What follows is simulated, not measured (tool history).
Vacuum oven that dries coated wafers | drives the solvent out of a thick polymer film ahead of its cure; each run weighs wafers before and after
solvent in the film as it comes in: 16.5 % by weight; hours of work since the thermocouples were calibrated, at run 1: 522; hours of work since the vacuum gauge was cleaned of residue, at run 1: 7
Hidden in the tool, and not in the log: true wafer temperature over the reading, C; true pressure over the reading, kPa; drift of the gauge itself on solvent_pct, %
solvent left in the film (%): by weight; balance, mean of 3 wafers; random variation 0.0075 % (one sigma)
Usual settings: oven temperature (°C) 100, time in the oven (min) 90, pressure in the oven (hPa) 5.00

run	hour	oven temperature (°C)	time in the oven (min)	pressure in the oven (hPa)	hours of work since the thermocouples were calibrated	hours of work since the vacuum gauge was cleaned of residue	solvent left in the film (%)
1	0.0	100	90	5.00	522	7	2.893
2	43.5	111	90	5.00	541	26	0.755
3	65.8	111	90	5.00	551	35	0.727
4	110.3	111	90	5.00	570	54	0.731
5	146.7	87	90	5.00	585	70	6.950
6	178.9	100	116	5.00	599	84	1.900
7	209.5	100	48	5.00	613	97	5.867
8	246.2	100	90	5.00	628	113	2.889
9	294.5	100	90	5.00	649	134	2.885
10	334.9	87	90	5.00	667	151	6.962
11	382.2	100	90	5.00	687	172	2.873
12	422.8	100	105	5.00	704	189	2.254
13	464.0	100	105	5.00	722	207	2.258
14	499.3	100	105	5.00	737	222	2.250
15	522.1	100	90	5.00	747	232	2.872
16	570.3	100	49	5.00	768	253	5.736
17	615.1	100	49	5.00	787	272	5.738
18	635.6	100	90	5.00	796	281	2.866
19	676.9	100	90	5.00	814	299	2.857
20	705.3	100	90	5.00	826	311	2.861
21	742.6	100	90	5.00	842	327	2.866
22	771.3	92	90	5.00	855	339	5.310
23	811.9	100	66	5.00	872	357	4.272
24	832.8	106	134	4.30	881	366	0.580
25	867.3	100	73	3.50	896	381	3.744
26	893.5	103	73	15.42	907	392	3.266
27	929.6	109	90	2.79	923	407	0.906
28	978.9	109	90	2.79	944	429	0.891
29	1020.7	104	81	3.65	962	447	2.201
30	1057.2	105	131	18.09	978	462	1.203
31	1099.3	90	90	2.81	996	481	5.869
32	1149.0	109	47	9.09	1017	502	3.318
33	1180.2	103	109	18.75	1031	515	1.941
34	1210.6	103	109	18.75	1044	528	1.951
# hour 1217.6: oven's thermocouples calibrated
35	1241.8	103	109	18.75	10	541	2.093
36	1287.2	103	109	18.75	30	561	2.104
37	1320.9	103	109	18.75	45	575	2.105
38	1359.9	86	47	13.35	61	592	10.187
39	1392.8	86	47	13.35	76	606	10.205
40	1416.3	86	142	15.89	86	616	5.901
41	1460.6	86	114	4.50	105	635	6.349
42	1481.5	97	47	4.23	114	644	6.965
43	1512.4	108	123	8.89	127	658	0.734
44	1551.1	108	123	8.89	144	674	0.722
45	1583.6	112	115	11.40	158	688	0.574
46	1609.5	114	90	12.21	169	700	0.706

Measured less the same run without the tool's hidden state. The same run-to-run variation is in both; the gauge's scatter may not be:
run	solvent left in the film (%)
1	-0.094
2	-0.039
3	-0.039
4	-0.040
5	-0.116
6	-0.084
7	-0.120
8	-0.108
9	-0.111
10	-0.128
11	-0.116
12	-0.105
13	-0.106
14	-0.108
15	-0.124
16	-0.146
17	-0.150
18	-0.130
19	-0.131
20	-0.133
21	-0.135
22	-0.162
23	-0.161
24	-0.034
25	-0.160
26	-0.149
27	-0.066
28	-0.067
29	-0.132
30	-0.055
31	-0.183
32	-0.168
33	-0.109
34	-0.110
35	+0.049
36	+0.047
37	+0.046
38	+0.039
39	+0.037
40	+0.060
41	+0.053
42	+0.031
43	+0.037
44	+0.037
45	+0.033
46	+0.030
